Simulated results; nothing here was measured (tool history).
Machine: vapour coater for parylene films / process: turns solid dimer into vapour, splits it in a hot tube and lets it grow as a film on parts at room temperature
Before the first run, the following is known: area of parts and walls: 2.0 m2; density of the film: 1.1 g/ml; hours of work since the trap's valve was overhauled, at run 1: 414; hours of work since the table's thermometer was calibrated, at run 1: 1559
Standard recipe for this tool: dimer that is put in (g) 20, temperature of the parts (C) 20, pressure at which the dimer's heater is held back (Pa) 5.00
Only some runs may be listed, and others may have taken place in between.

run     day  dimer that is put in (g)  temperature of the parts (C)  pressure at which the dimer's heater is held back (Pa)  hours of work since the trap's valve was overhauled  hours of work since the table's thermometer was calibrated  thickness of the film (um)
  1   0.000                        20                            20                                                    5.00                                                  414                                                        1559                        6.04
      1.000  -- trap's valve overhauled
  2   1.783                        20                            20                                                    5.00                                                   11                                                        1582                        5.80
  3   4.346                        20                            20                                                    5.00                                                   46                                                        1617                        5.76
  4   6.354                        20                            20                                                    5.00                                                   74                                                        1645                        5.72
  5   8.362                        20                            20                                                    5.00                                                  102                                                        1673                        5.73
  6  10.654                        20                            20                                                    5.00                                                  134                                                        1705                        5.69
     13.417  -- trap's valve overhauled, once more
  7  14.229                        20                            20                                                    5.00                                                   11                                                        1752                        6.43
  8  17.762                        20                            20                                                    5.00                                                   60                                                        1801                        6.41
  9  20.767                        20                            20                                                    5.00                                                  102                                                        1843                        6.34
 10  23.171                        20                            20                                                    5.00                                                  135                                                        1876                        6.36
 11  26.683                        20                            20                                                    5.00                                                  184                                                        1925                        6.28
 12  29.154                        20                            32                                                    5.00                                                  218                                                        1959                        3.54
 13  31.342                        18                            14                                                    8.82                                                  249                                                        1989                        6.69
 14  34.704                        18                            14                                                    8.82                                                  295                                                        2036                        6.70

Alternative continuations, all from the tool just after run 14; predict every row:
  A  36.638                        21                            28                                                    8.82                                                  322                                                        2063                           ?
  B  36.638                        18                            14                                                    8.82                                                  322                                                        2063                           ?
  C  36.638                        11                            29                                                    3.62                                                  322                                                        2063                           ?
  D  36.638                         9                            26                                                    3.80                                                  322                                                        2063                           ?

run  thickness of the film (um)
  A                        3.93
  B                        6.64
  C                        2.36
  D                        2.21
Had the tool no hidden state, the same runs would have come out as:
run  thickness of the film (um)
  A                        3.98
  B                        6.71
  C                        2.38
  D                        2.24
